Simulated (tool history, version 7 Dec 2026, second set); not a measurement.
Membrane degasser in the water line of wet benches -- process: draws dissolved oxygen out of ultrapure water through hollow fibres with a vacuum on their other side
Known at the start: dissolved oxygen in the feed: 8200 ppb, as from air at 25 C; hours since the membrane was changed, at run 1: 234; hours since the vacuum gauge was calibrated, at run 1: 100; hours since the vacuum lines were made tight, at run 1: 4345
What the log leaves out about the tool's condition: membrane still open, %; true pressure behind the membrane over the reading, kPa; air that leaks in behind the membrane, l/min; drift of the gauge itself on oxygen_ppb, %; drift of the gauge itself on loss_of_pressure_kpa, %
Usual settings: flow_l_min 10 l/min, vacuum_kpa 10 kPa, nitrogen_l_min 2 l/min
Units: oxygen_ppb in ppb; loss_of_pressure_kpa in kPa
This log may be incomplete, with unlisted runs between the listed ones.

run,hour,flow_l_min,vacuum_kpa,nitrogen_l_min,hours since the membrane was changed,hours since the vacuum gauge was calibrated,hours since the vacuum lines were made tight,oxygen_ppb,loss_of_pressure_kpa
1,0,10,10,2,234,100,4345,229.8,61.56
2,99,10,6.2,2,333,199,4444,181.9,61.66
3,179.8,10,6.2,2,414,280,4524,181.4,61.32
4,232.8,10,10,2,467,333,4577,230.8,61.12
5,323.7,10,10,1.76,558,424,4668,244.6,61.04
6,414.1,10,10,1.76,648,514,4759,239,61.42
7,513.7,10,10.9,1.76,748,614,4858,248,61.07
8,570.6,10,10.9,1.76,805,671,4915,253,61.72
9,629.8,11,10,2,864,730,4974,274.5,67.33
10,717.9,11,10,2.79,952,818,5062,251.4,67.34
11,776.7,10,10,2.38,1011,877,5121,216,61.03
12,869.5,10,10,2.38,1104,970,5214,212.6,61.31
13,946.4,10,10,2.38,1180,1047,5291,218.2,61.03
14,996.8,9,10,3.22,1231,1097,5341,158.3,55.11
15,1064.4,15,8.2,4.91,1298,1165,5409,407.7,92.03
16,1174.9,15,9.3,1.11,1409,1275,5519,551.2,91.5
17,1261.7,13,18.5,2.23,1496,1362,5606,472.5,79.88
18,1331.4,12,18.8,2,1565,1432,5676,440.8,73.47
19,1435,15,10,4.28,1669,1535,5779,422.3,91.74
20,1503.2,10,7.9,2,1737,1603,5848,209.9,61.34
21,1611.3,10,7.9,2,1845,1711,5956,203,61.46
22,1700.5,10,7.9,2,1935,1801,6045,204.1,61.37
23,1803.7,10,7.9,2,2038,1904,6148,205.9,61.71

Predict each of these 5 candidate next runs independently; none follows another, all start after run 23:
A,1885,7,13.4,1.19,2119,1985,6230,?,?
B,1885,13,20.7,2,2119,1985,6230,?,?
C,1885,12,10,4.09,2119,1985,6230,?,?
D,1885,10,10,2.5,2119,1985,6230,?,?
E,1885,10,18,1.88,2119,1985,6230,?,?

run,oxygen_ppb,loss_of_pressure_kpa
A,194.2,42.59
B,527.5,79.87
C,277.9,73.37
D,209.8,61.39
E,331.1,61.08
Without the tool's unlogged condition, the same runs would have read:
run,oxygen_ppb,loss_of_pressure_kpa
A,194.1,42.58
B,527.3,79.86
C,277.8,73.37
D,209.7,61.38
E,330.9,61.08

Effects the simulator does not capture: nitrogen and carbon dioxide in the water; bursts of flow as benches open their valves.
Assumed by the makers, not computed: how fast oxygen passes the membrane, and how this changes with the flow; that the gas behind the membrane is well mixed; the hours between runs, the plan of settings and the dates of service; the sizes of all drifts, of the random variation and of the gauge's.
